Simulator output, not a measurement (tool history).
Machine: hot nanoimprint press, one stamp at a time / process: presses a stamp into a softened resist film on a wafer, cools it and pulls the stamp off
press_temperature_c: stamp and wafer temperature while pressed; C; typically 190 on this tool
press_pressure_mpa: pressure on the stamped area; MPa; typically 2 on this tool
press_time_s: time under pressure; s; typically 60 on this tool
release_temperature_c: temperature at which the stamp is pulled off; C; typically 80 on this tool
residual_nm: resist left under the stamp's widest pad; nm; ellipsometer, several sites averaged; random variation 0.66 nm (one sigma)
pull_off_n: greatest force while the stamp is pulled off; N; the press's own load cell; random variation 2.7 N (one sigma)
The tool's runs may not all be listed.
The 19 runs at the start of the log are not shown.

Run 20, day 12.479: usual settings but press_pressure_mpa 2.03 MPa. Result: residual_nm 74.7 nm, pull_off_n 152 N.
Run 21, day 13.279: usual settings but press_temperature_c 198 C, press_time_s 43 s, release_temperature_c 79 C. Result: residual_nm 66.9 nm, pull_off_n 152 N.
Run 22, day 14.167: usual settings but press_temperature_c 198 C, press_time_s 66 s. Result: residual_nm 58.3 nm, pull_off_n 163 N.
Run 23, day 14.767: usual settings but press_temperature_c 198 C, press_time_s 66 s. Result: residual_nm 59.3 nm, pull_off_n 161 N.
At day 15.633: stamp cleaned and given a new release coat.
Run 24, day 15.633: usual settings but press_temperature_c 198 C, press_time_s 44 s, release_temperature_c 81 C. Result: residual_nm 67.1 nm, pull_off_n 124 N.
Run 25, day 16.367: usual settings but press_pressure_mpa 3.08 MPa, release_temperature_c 72 C. Result: residual_nm 58.6 nm, pull_off_n 132 N.
Run 26, day 16.946: usual settings but press_temperature_c 201 C. Result: residual_nm 56.4 nm, pull_off_n 122 N.
Run 27, day 17.542: usual settings but press_temperature_c 179 C, press_pressure_mpa 3.04 MPa, release_temperature_c 67 C. Result: residual_nm 83.6 nm, pull_off_n 139 N.
Run 28, day 18.438: usual settings but press_pressure_mpa 1.35 MPa, press_time_s 90 s. Result: residual_nm 84.6 nm, pull_off_n 129 N.
Run 29, day 19.2: usual settings but press_temperature_c 189 C, press_time_s 74 s, release_temperature_c 79 C. Result: residual_nm 72.1 nm, pull_off_n 128 N.
Run 30, day 19.796: usual settings but press_temperature_c 180 C, release_temperature_c 82 C. Result: residual_nm 102.7 nm, pull_off_n 128 N.
Run 31, day 20.392: usual settings but press_temperature_c 196 C, release_temperature_c 82 C. Result: residual_nm 64.3 nm, pull_off_n 125 N.

Each row is a separate what-if for the run after 31, all from the same tool condition, not one after another. Results?
Run A, day 21.142: usual settings but press_temperature_c 196 C, press_pressure_mpa 2.06 MPa, release_temperature_c 82 C. Result: residual_nm ?, pull_off_n ?.
Run B, day 21.142: usual settings but press_pressure_mpa 2.89 MPa, press_time_s 114 s. Result: residual_nm ?, pull_off_n ?.
Run C, day 21.142: usual settings but press_temperature_c 184 C, press_pressure_mpa 1.4 MPa, release_temperature_c 82 C. Result: residual_nm ?, pull_off_n ?.

run  residual_nm  pull_off_n
  A         62.8         133
  B         49.2         135
  C        109.9         132
Without the tool's hidden state the same runs would have given:
run  residual_nm  pull_off_n
  A         59.9         123
  B         46.3         124
  C        105.6         121
